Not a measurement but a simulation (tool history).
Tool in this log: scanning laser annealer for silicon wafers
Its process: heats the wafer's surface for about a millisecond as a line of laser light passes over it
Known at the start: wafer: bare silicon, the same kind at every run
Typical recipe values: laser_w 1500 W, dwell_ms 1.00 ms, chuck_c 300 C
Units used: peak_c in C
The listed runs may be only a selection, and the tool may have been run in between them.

{"run": 1, "hour": 0.0, "laser_w": 1500, "dwell_ms": 1.0, "chuck_c": 300, "peak_c": 1009}
{"hour": 18.5, "done": "window over the wafer cleaned"}
{"run": 2, "hour": 67.3, "laser_w": 1536, "dwell_ms": 1.0, "chuck_c": 300, "peak_c": 1040}
{"run": 3, "hour": 109.4, "laser_w": 1500, "dwell_ms": 1.0, "chuck_c": 300, "peak_c": 1023}
{"run": 4, "hour": 164.5, "laser_w": 1500, "dwell_ms": 1.0, "chuck_c": 300, "peak_c": 1023}
{"run": 5, "hour": 217.3, "laser_w": 1500, "dwell_ms": 1.0, "chuck_c": 300, "peak_c": 1020}
{"run": 6, "hour": 263.9, "laser_w": 1600, "dwell_ms": 1.0, "chuck_c": 300, "peak_c": 1066}
{"run": 7, "hour": 326.1, "laser_w": 1600, "dwell_ms": 1.0, "chuck_c": 300, "peak_c": 1067}
{"run": 8, "hour": 402.7, "laser_w": 1500, "dwell_ms": 1.0, "chuck_c": 312, "peak_c": 1031}
{"run": 9, "hour": 442.7, "laser_w": 1500, "dwell_ms": 1.0, "chuck_c": 312, "peak_c": 1026}
{"run": 10, "hour": 522.1, "laser_w": 1500, "dwell_ms": 1.0, "chuck_c": 300, "peak_c": 1013}
{"run": 11, "hour": 583.1, "laser_w": 1500, "dwell_ms": 1.0, "chuck_c": 300, "peak_c": 1017}
{"run": 12, "hour": 639.5, "laser_w": 1500, "dwell_ms": 0.78, "chuck_c": 300, "peak_c": 928}
{"run": 13, "hour": 703.8, "laser_w": 1500, "dwell_ms": 0.78, "chuck_c": 300, "peak_c": 925}
{"run": 14, "hour": 740.1, "laser_w": 1500, "dwell_ms": 0.78, "chuck_c": 300, "peak_c": 923}
{"run": 15, "hour": 807.9, "laser_w": 1500, "dwell_ms": 0.78, "chuck_c": 300, "peak_c": 925}
{"run": 16, "hour": 877.5, "laser_w": 1500, "dwell_ms": 0.78, "chuck_c": 300, "peak_c": 921}
{"run": 17, "hour": 912.3, "laser_w": 1326, "dwell_ms": 0.78, "chuck_c": 300, "peak_c": 853}
{"hour": 922.3, "done": "optics aligned, line set to its width"}
{"run": 18, "hour": 964.4, "laser_w": 1640, "dwell_ms": 1.08, "chuck_c": 262, "peak_c": 1064}
{"run": 19, "hour": 1002.8, "laser_w": 1469, "dwell_ms": 0.95, "chuck_c": 291, "peak_c": 964}
{"run": 20, "hour": 1040.5, "laser_w": 1490, "dwell_ms": 1.2, "chuck_c": 319, "peak_c": 1087}
{"run": 21, "hour": 1113.0, "laser_w": 1491, "dwell_ms": 1.25, "chuck_c": 329, "peak_c": 1109}
{"hour": 1172.6, "done": "optics aligned, line set to its width, once more"}
{"run": 22, "hour": 1175.6, "laser_w": 1301, "dwell_ms": 0.87, "chuck_c": 330, "peak_c": 901}
{"hour": 1208.1, "done": "window over the wafer cleaned"}
{"run": 23, "hour": 1226.0, "laser_w": 1301, "dwell_ms": 1.21, "chuck_c": 271, "peak_c": 963}
{"run": 24, "hour": 1285.1, "laser_w": 1543, "dwell_ms": 0.88, "chuck_c": 281, "peak_c": 978}
{"run": 25, "hour": 1339.1, "laser_w": 1543, "dwell_ms": 0.88, "chuck_c": 281, "peak_c": 977}
{"run": 26, "hour": 1371.8, "laser_w": 1500, "dwell_ms": 1.0, "chuck_c": 268, "peak_c": 993}
{"run": 27, "hour": 1416.6, "laser_w": 1334, "dwell_ms": 1.0, "chuck_c": 268, "peak_c": 911}
{"run": 28, "hour": 1464.3, "laser_w": 1334, "dwell_ms": 1.0, "chuck_c": 268, "peak_c": 909}
{"run": 29, "hour": 1505.8, "laser_w": 1614, "dwell_ms": 1.0, "chuck_c": 263, "peak_c": 1034}
{"run": 30, "hour": 1558.7, "laser_w": 1614, "dwell_ms": 1.0, "chuck_c": 263, "peak_c": 1033}
{"run": 31, "hour": 1617.5, "laser_w": 1614, "dwell_ms": 1.0, "chuck_c": 263, "peak_c": 1029}
{"run": 32, "hour": 1673.4, "laser_w": 1500, "dwell_ms": 1.15, "chuck_c": 267, "peak_c": 1037}
{"run": 33, "hour": 1721.3, "laser_w": 1312, "dwell_ms": 0.79, "chuck_c": 300, "peak_c": 854}

Alternative continuations, all from the tool just after run 33; predict every row:
{"run": "A", "hour": 1776.2, "laser_w": 1500, "dwell_ms": 1.0, "chuck_c": 289, "peak_c": "?"}
{"run": "B", "hour": 1776.2, "laser_w": 1355, "dwell_ms": 1.15, "chuck_c": 300, "peak_c": "?"}
{"run": "C", "hour": 1776.2, "laser_w": 1472, "dwell_ms": 0.71, "chuck_c": 313, "peak_c": "?"}
{"run": "D", "hour": 1776.2, "laser_w": 1376, "dwell_ms": 0.82, "chuck_c": 327, "peak_c": "?"}

run=A peak_c=1005
run=B peak_c=992
run=C peak_c=903
run=D peak_c=917
Without the tool's hidden state the same runs would have given:
run=A peak_c=1016
run=B peak_c=1003
run=C peak_c=912
run=D peak_c=926

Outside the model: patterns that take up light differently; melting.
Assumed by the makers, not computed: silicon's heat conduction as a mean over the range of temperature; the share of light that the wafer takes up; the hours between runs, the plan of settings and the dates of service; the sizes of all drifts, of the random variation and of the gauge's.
